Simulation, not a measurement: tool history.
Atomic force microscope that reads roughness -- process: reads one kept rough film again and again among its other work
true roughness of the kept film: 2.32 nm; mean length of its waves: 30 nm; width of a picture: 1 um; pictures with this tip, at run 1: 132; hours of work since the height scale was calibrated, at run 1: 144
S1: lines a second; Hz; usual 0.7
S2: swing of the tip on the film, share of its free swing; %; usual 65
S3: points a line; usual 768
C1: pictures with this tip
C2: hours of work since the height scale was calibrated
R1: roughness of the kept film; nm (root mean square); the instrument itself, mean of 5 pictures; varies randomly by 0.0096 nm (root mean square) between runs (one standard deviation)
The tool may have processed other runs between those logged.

run	hour	S1	S2	S3	C1	C2	R1
1	0	0.7	65	768	132	144	2.032
2	13.1	0.633	65	768	160	154	2.015
3	30	0.633	65	768	196	166	1.978
4	42.1	0.633	57	768	221	175	1.964
5	56.8	0.7	65	313	252	186	1.903
6	67	0.7	65	313	274	193	1.882
# hour 71: new tip fitted
7	74.7	0.7	65	313	8	198	2.154
8	89.8	0.7	65	768	40	209	2.152
9	98	0.7	65	768	57	215	2.104
10	112.5	0.7	65	768	88	225	2.065
11	126.6	2.246	65	768	117	235	1.985
12	142.9	0.7	65	768	152	247	1.991
13	153.5	0.7	65	768	174	255	1.99
14	162.3	0.7	65	768	193	261	1.974
15	170.5	0.7	65	768	210	267	1.951
16	183.5	1.627	65	768	238	277	1.902
17	197.6	1.886	66	509	268	287	1.867
# hour 204.1: new tip fitted
18	207.8	0.7	65	762	8	294	2.153
# hour 209.9: height scale calibrated on a step standard
19	225.2	1.387	78	768	43	11	2.048
20	233.1	1.387	78	258	59	17	1.973
21	247.2	0.7	81	768	89	27	2.035

Run 22 comes next. What will it give?
22	254.1	0.7	81	768	104	32	?

Logged for run 22: R1 2.03 nm (root mean square).
Take away the tool's hidden state, keep the run-to-run variation as it was, and the same run would have given R1 2.138 nm (root mean square).
